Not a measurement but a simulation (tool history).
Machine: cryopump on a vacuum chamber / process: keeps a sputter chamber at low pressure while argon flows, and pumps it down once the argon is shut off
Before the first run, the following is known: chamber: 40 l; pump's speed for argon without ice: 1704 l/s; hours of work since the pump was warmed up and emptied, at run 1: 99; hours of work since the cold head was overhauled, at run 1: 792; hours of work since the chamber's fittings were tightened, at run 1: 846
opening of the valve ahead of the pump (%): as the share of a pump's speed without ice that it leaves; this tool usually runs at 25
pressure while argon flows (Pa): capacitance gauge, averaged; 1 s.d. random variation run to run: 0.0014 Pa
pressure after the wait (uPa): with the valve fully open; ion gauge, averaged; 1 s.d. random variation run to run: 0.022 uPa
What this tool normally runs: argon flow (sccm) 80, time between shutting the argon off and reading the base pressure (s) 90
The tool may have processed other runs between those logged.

| run | hour | argon flow (sccm) | time between shutting the argon off and reading the base pressure (s) | opening of the valve ahead of the pump (%) | hours of work since the pump was warmed up and emptied | hours of work since the cold head was overhauled | hours of work since the chamber's fittings were tightened | pressure while argon flows (Pa) | pressure after the wait (uPa) |
|---|---|---|---|---|---|---|---|---|---|
| 1 | 0 | 80 | 90 | 25 | 99 | 792 | 846 | 0.3178 | 1.19 |
| 2 | 23.3 | 80 | 90 | 25 | 114 | 807 | 862 | 0.3229 | 1.25 |
| 3 | 49.3 | 80 | 90 | 23 | 131 | 825 | 879 | 0.351 | 1.24 |
| 4 | 79.6 | 80 | 90 | 25 | 151 | 845 | 899 | 0.3253 | 1.22 |
| 5 | 103.2 | 80 | 90 | 25 | 167 | 860 | 914 | 0.3235 | 1.23 |
| 6 | 123.5 | 80 | 40 | 25 | 180 | 874 | 928 | 0.3242 | 1.77 |
| 7 | 143.3 | 80 | 40 | 25 | 193 | 887 | 941 | 0.3266 | 1.79 |
| 8 | 173.4 | 80 | 40 | 25 | 213 | 906 | 961 | 0.3266 | 1.87 |
| 9 | 192.7 | 80 | 40 | 28 | 226 | 919 | 973 | 0.2927 | 1.86 |
| 10 | 208.7 | 116 | 90 | 25 | 237 | 930 | 984 | 0.4752 | 1.34 |
| 11 | 222.7 | 116 | 90 | 25 | 246 | 939 | 993 | 0.4751 | 1.36 |
| 12 | 245.2 | 39 | 90 | 25 | 261 | 954 | 1008 | 0.1606 | 1.36 |
| 13 | 269.8 | 39 | 90 | 49 | 277 | 970 | 1024 | 0.086 | 1.44 |
| 14 | 285.8 | 80 | 90 | 25 | 288 | 981 | 1035 | 0.3295 | 1.42 |
| 15 | 315.3 | 80 | 90 | 25 | 307 | 1000 | 1054 | 0.331 | 1.49 |
| 16 | 343.4 | 80 | 90 | 25 | 326 | 1019 | 1073 | 0.3325 | 1.5 |
|  | 373.5 | pump warmed up, emptied and cooled again |
| 17 | 374.9 | 80 | 90 | 25 | 1 | 1036 | 1090 | 0.3181 | 1.29 |
| 18 | 401 | 83 | 90 | 25 | 18 | 1053 | 1108 | 0.329 | 1.37 |
| 19 | 430.2 | 136 | 90 | 25 | 37 | 1073 | 1127 | 0.5457 | 1.35 |
| 20 | 458.5 | 136 | 90 | 25 | 56 | 1091 | 1145 | 0.5417 | 1.43 |
| 21 | 490 | 122 | 20 | 18 | 77 | 1112 | 1166 | 0.6765 | 2.73 |
| 22 | 516.8 | 122 | 20 | 18 | 95 | 1130 | 1184 | 0.6844 | 2.79 |
| 23 | 544.6 | 122 | 20 | 18 | 113 | 1148 | 1202 | 0.6783 | 2.85 |
| 24 | 567.9 | 80 | 90 | 44 | 128 | 1163 | 1218 | 0.1858 | 1.53 |
|  | 589.6 | leaking fittings of the chamber tightened, without venting |
| 25 | 597.7 | 80 | 90 | 44 | 147 | 1182 | 5 | 0.1877 | 0.6 |
| 26 | 627.3 | 62 | 90 | 34 | 166 | 1201 | 25 | 0.188 | 0.58 |
| 27 | 640.2 | 62 | 85 | 16 | 175 | 1210 | 33 | 0.3888 | 0.66 |
| 28 | 652.9 | 103 | 164 | 23 | 183 | 1218 | 42 | 0.4542 | 0.44 |
| 29 | 679 | 103 | 164 | 23 | 200 | 1235 | 59 | 0.4574 | 0.46 |
| 30 | 699.1 | 55 | 103 | 20 | 213 | 1249 | 72 | 0.2802 | 0.57 |
| 31 | 716.5 | 86 | 103 | 35 | 225 | 1260 | 84 | 0.2548 | 0.64 |
| 32 | 735.9 | 86 | 103 | 35 | 238 | 1273 | 97 | 0.2552 | 0.61 |
| 33 | 750.7 | 86 | 21 | 59 | 248 | 1283 | 106 | 0.1572 | 1.97 |

Consider 3 possible next runs. They are alternatives, not a sequence: every one starts from the tool as it was left by run 33. What does each give?
| A | 777.8 | 37 | 28 | 58 | 265 | 1301 | 124 | ? | ? |
| B | 777.8 | 111 | 101 | 59 | 265 | 1301 | 124 | ? | ? |
| C | 777.8 | 77 | 21 | 59 | 265 | 1301 | 124 | ? | ? |

| run | pressure while argon flows (Pa) | pressure after the wait (uPa) |
|---|---|---|
| A | 0.0712 | 1.55 |
| B | 0.2049 | 0.64 |
| C | 0.1418 | 1.98 |
Without the tool's hidden state the same runs would have given:
| run | pressure while argon flows (Pa) | pressure after the wait (uPa) |
|---|---|---|
| A | 0.0651 | 1.41 |
| B | 0.1868 | 0.5 |
| C | 0.1292 | 1.83 |

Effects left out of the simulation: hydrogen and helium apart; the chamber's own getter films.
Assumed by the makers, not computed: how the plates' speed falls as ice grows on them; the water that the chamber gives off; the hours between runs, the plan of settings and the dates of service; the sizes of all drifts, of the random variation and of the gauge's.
